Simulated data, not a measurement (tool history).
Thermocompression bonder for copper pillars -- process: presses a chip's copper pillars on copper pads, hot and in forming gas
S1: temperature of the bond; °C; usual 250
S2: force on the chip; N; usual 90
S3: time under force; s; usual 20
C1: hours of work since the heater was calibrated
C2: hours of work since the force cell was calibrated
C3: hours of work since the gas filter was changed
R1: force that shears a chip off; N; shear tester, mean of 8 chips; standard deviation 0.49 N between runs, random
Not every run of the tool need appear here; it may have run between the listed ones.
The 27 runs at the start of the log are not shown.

run 28 hour=1098.4 | S1=240 S2=126 S3=10 | C1=1423 C2=691 C3=32 | R1=39.7
run 29 hour=1146.1 | S1=270 S2=126 S3=57 | C1=1455 C2=723 C3=64 | R1=73.9
run 30 hour=1183.8 | S1=276 S2=88 S3=10 | C1=1480 C2=748 C3=89 | R1=42.5
run 31 hour=1218.3 | S1=276 S2=88 S3=10 | C1=1503 C2=771 C3=113 | R1=41.4
run 32 hour=1262.7 | S1=276 S2=88 S3=30 | C1=1533 C2=801 C3=142 | R1=57.3
-- hour=1275.8 forming gas filter changed
-- hour=1297.2 force cell calibrated
run 33 hour=1317.2 | S1=279 S2=88 S3=30 | C1=1568 C2=13 C3=27 | R1=59.4
run 34 hour=1360.2 | S1=250 S2=78 S3=43 | C1=1597 C2=42 C3=55 | R1=47.6
run 35 hour=1400.1 | S1=250 S2=55 S3=57 | C1=1624 C2=69 C3=82 | R1=40.6
run 36 hour=1445.0 | S1=250 S2=92 S3=20 | C1=1654 C2=99 C3=112 | R1=42.5
run 37 hour=1469.3 | S1=250 S2=68 S3=32 | C1=1670 C2=115 C3=128 | R1=39.2
-- hour=1504.8 forming gas filter changed
run 38 hour=1516.3 | S1=250 S2=109 S3=35 | C1=1701 C2=146 C3=8 | R1=57.0
run 39 hour=1557.7 | S1=258 S2=109 S3=50 | C1=1729 C2=174 C3=35 | R1=64.7
-- hour=1572.4 heater calibrated with a thermocouple chip
run 40 hour=1596.1 | S1=236 S2=94 S3=20 | C1=16 C2=198 C3=60 | R1=37.7

Consider 3 possible next runs. They are alternatives, not a sequence: every one starts from the tool as it was left by run 40. What does each give?
run A hour=1635.9 | S1=272 S2=90 S3=17 | C1=42 C2=225 C3=86 | R1=?
run B hour=1635.9 | S1=277 S2=90 S3=14 | C1=42 C2=225 C3=86 | R1=?
run C hour=1635.9 | S1=263 S2=104 S3=20 | C1=42 C2=225 C3=86 | R1=?

run=A R1=49.2
run=B R1=48.2
run=C R1=52.4
Stripped of hidden state, with their random variation kept, the same runs would have yielded:
run=A R1=49.3
run=B R1=48.3
run=C R1=52.5
